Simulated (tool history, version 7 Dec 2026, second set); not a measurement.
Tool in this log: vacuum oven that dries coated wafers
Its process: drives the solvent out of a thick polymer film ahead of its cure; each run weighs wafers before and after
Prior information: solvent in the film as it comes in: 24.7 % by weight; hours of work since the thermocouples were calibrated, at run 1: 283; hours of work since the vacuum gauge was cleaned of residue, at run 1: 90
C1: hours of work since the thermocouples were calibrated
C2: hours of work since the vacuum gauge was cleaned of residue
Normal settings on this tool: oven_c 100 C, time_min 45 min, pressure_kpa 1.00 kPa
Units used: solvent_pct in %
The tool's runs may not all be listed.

{"run": 1, "hour": 0.0, "oven_c": 100, "time_min": 45, "pressure_kpa": 1.0, "C1": 283, "C2": 90, "solvent_pct": 4.03}
{"run": 2, "hour": 83.4, "oven_c": 91, "time_min": 45, "pressure_kpa": 1.0, "C1": 335, "C2": 142, "solvent_pct": 8.02}
{"run": 3, "hour": 167.1, "oven_c": 100, "time_min": 45, "pressure_kpa": 3.02, "C1": 387, "C2": 194, "solvent_pct": 6.06}
{"run": 4, "hour": 243.7, "oven_c": 100, "time_min": 45, "pressure_kpa": 1.91, "C1": 435, "C2": 242, "solvent_pct": 5.0}
{"run": 5, "hour": 336.8, "oven_c": 100, "time_min": 45, "pressure_kpa": 1.0, "C1": 493, "C2": 299, "solvent_pct": 4.22}
{"run": 6, "hour": 403.1, "oven_c": 100, "time_min": 45, "pressure_kpa": 1.0, "C1": 534, "C2": 340, "solvent_pct": 4.17}
{"run": 7, "hour": 460.7, "oven_c": 100, "time_min": 45, "pressure_kpa": 1.0, "C1": 569, "C2": 376, "solvent_pct": 4.32}
{"run": 8, "hour": 546.2, "oven_c": 100, "time_min": 45, "pressure_kpa": 1.0, "C1": 622, "C2": 429, "solvent_pct": 4.33}
{"run": 9, "hour": 601.2, "oven_c": 100, "time_min": 45, "pressure_kpa": 2.08, "C1": 657, "C2": 463, "solvent_pct": 5.48}
{"run": 10, "hour": 682.4, "oven_c": 100, "time_min": 45, "pressure_kpa": 1.0, "C1": 707, "C2": 514, "solvent_pct": 4.32}
{"run": 11, "hour": 748.7, "oven_c": 100, "time_min": 45, "pressure_kpa": 1.0, "C1": 748, "C2": 555, "solvent_pct": 4.37}
{"run": 12, "hour": 832.1, "oven_c": 100, "time_min": 45, "pressure_kpa": 1.0, "C1": 800, "C2": 607, "solvent_pct": 4.34}
{"run": 13, "hour": 912.5, "oven_c": 100, "time_min": 45, "pressure_kpa": 1.16, "C1": 850, "C2": 657, "solvent_pct": 4.67}
{"run": 14, "hour": 996.5, "oven_c": 100, "time_min": 45, "pressure_kpa": 1.16, "C1": 902, "C2": 709, "solvent_pct": 4.71}
{"run": 15, "hour": 1050.4, "oven_c": 100, "time_min": 45, "pressure_kpa": 1.77, "C1": 935, "C2": 742, "solvent_pct": 5.33}
{"run": 16, "hour": 1166.9, "oven_c": 100, "time_min": 45, "pressure_kpa": 1.0, "C1": 1008, "C2": 815, "solvent_pct": 4.56}
{"run": 17, "hour": 1243.6, "oven_c": 100, "time_min": 32, "pressure_kpa": 1.0, "C1": 1055, "C2": 862, "solvent_pct": 6.59}
{"run": 18, "hour": 1292.0, "oven_c": 100, "time_min": 32, "pressure_kpa": 1.0, "C1": 1085, "C2": 892, "solvent_pct": 6.86}
{"run": 19, "hour": 1392.5, "oven_c": 100, "time_min": 45, "pressure_kpa": 1.07, "C1": 1148, "C2": 955, "solvent_pct": 4.76}
{"hour": 1467.4, "done": "oven's thermocouples calibrated"}
{"run": 20, "hour": 1488.2, "oven_c": 100, "time_min": 45, "pressure_kpa": 1.07, "C1": 13, "C2": 1013, "solvent_pct": 4.52}
{"run": 21, "hour": 1541.8, "oven_c": 100, "time_min": 35, "pressure_kpa": 1.0, "C1": 46, "C2": 1046, "solvent_pct": 5.91}
{"run": 22, "hour": 1592.3, "oven_c": 100, "time_min": 35, "pressure_kpa": 1.0, "C1": 78, "C2": 1077, "solvent_pct": 6.0}
{"run": 23, "hour": 1673.3, "oven_c": 100, "time_min": 35, "pressure_kpa": 1.0, "C1": 128, "C2": 1128, "solvent_pct": 6.04}
{"run": 24, "hour": 1738.7, "oven_c": 100, "time_min": 35, "pressure_kpa": 1.0, "C1": 168, "C2": 1168, "solvent_pct": 5.99}
{"run": 25, "hour": 1796.5, "oven_c": 102, "time_min": 24, "pressure_kpa": 0.59, "C1": 204, "C2": 1204, "solvent_pct": 7.18}
{"run": 26, "hour": 1873.6, "oven_c": 90, "time_min": 37, "pressure_kpa": 1.69, "C1": 252, "C2": 1252, "solvent_pct": 11.26}
{"run": 27, "hour": 1967.0, "oven_c": 90, "time_min": 37, "pressure_kpa": 1.69, "C1": 310, "C2": 1310, "solvent_pct": 11.14}
{"run": 28, "hour": 2060.7, "oven_c": 90, "time_min": 37, "pressure_kpa": 1.69, "C1": 368, "C2": 1368, "solvent_pct": 11.2}
{"run": 29, "hour": 2159.7, "oven_c": 90, "time_min": 37, "pressure_kpa": 1.69, "C1": 430, "C2": 1430, "solvent_pct": 11.27}
{"hour": 2172.7, "done": "vacuum gauge cleaned of residue and calibrated"}
{"run": 30, "hour": 2267.9, "oven_c": 90, "time_min": 37, "pressure_kpa": 1.69, "C1": 496, "C2": 59, "solvent_pct": 10.81}
{"run": 31, "hour": 2350.6, "oven_c": 100, "time_min": 45, "pressure_kpa": 0.61, "C1": 547, "C2": 110, "solvent_pct": 3.86}
{"run": 32, "hour": 2447.9, "oven_c": 100, "time_min": 45, "pressure_kpa": 0.61, "C1": 608, "C2": 171, "solvent_pct": 3.81}
{"run": 33, "hour": 2528.6, "oven_c": 89, "time_min": 77, "pressure_kpa": 1.11, "C1": 658, "C2": 221, "solvent_pct": 5.99}
{"run": 34, "hour": 2626.0, "oven_c": 89, "time_min": 24, "pressure_kpa": 3.35, "C1": 718, "C2": 281, "solvent_pct": 15.59}
{"run": 35, "hour": 2685.6, "oven_c": 85, "time_min": 45, "pressure_kpa": 1.0, "C1": 755, "C2": 318, "solvent_pct": 11.3}
{"run": 36, "hour": 2764.9, "oven_c": 100, "time_min": 26, "pressure_kpa": 1.22, "C1": 805, "C2": 368, "solvent_pct": 8.05}
{"run": 37, "hour": 2869.5, "oven_c": 100, "time_min": 38, "pressure_kpa": 0.67, "C1": 869, "C2": 433, "solvent_pct": 5.16}
{"run": 38, "hour": 2934.5, "oven_c": 100, "time_min": 38, "pressure_kpa": 0.67, "C1": 910, "C2": 473, "solvent_pct": 5.12}
{"run": 39, "hour": 2984.3, "oven_c": 107, "time_min": 28, "pressure_kpa": 3.87, "C1": 941, "C2": 504, "solvent_pct": 6.65}
{"run": 40, "hour": 3099.2, "oven_c": 110, "time_min": 35, "pressure_kpa": 3.5, "C1": 1012, "C2": 575, "solvent_pct": 4.45}
{"run": 41, "hour": 3194.2, "oven_c": 110, "time_min": 35, "pressure_kpa": 3.5, "C1": 1071, "C2": 634, "solvent_pct": 4.48}
{"run": 42, "hour": 3309.6, "oven_c": 114, "time_min": 45, "pressure_kpa": 1.0, "C1": 1143, "C2": 706, "solvent_pct": 1.29}
{"run": 43, "hour": 3384.1, "oven_c": 114, "time_min": 45, "pressure_kpa": 1.0, "C1": 1189, "C2": 752, "solvent_pct": 1.27}
{"hour": 3393.0, "done": "oven's thermocouples calibrated"}
{"run": 44, "hour": 3469.8, "oven_c": 114, "time_min": 45, "pressure_kpa": 1.0, "C1": 48, "C2": 804, "solvent_pct": 1.18}

Each row is a separate what-if for the run after 44, all from the same tool condition, not one after another. Results?
{"run": "A", "hour": 3527.5, "oven_c": 94, "time_min": 22, "pressure_kpa": 1.21, "C1": 84, "C2": 840, "solvent_pct": "?"}
{"run": "B", "hour": 3527.5, "oven_c": 102, "time_min": 26, "pressure_kpa": 0.74, "C1": 84, "C2": 840, "solvent_pct": "?"}
{"run": "C", "hour": 3527.5, "oven_c": 115, "time_min": 45, "pressure_kpa": 2.69, "C1": 84, "C2": 840, "solvent_pct": "?"}
{"run": "D", "hour": 3527.5, "oven_c": 103, "time_min": 46, "pressure_kpa": 0.68, "C1": 84, "C2": 840, "solvent_pct": "?"}

run=A solvent_pct=12.00
run=B solvent_pct=6.69
run=C solvent_pct=2.23
run=D solvent_pct=2.92
What these runs would have given with no unlogged condition in the tool:
run=A solvent_pct=11.79
run=B solvent_pct=6.47
run=C solvent_pct=2.01
run=D solvent_pct=2.63
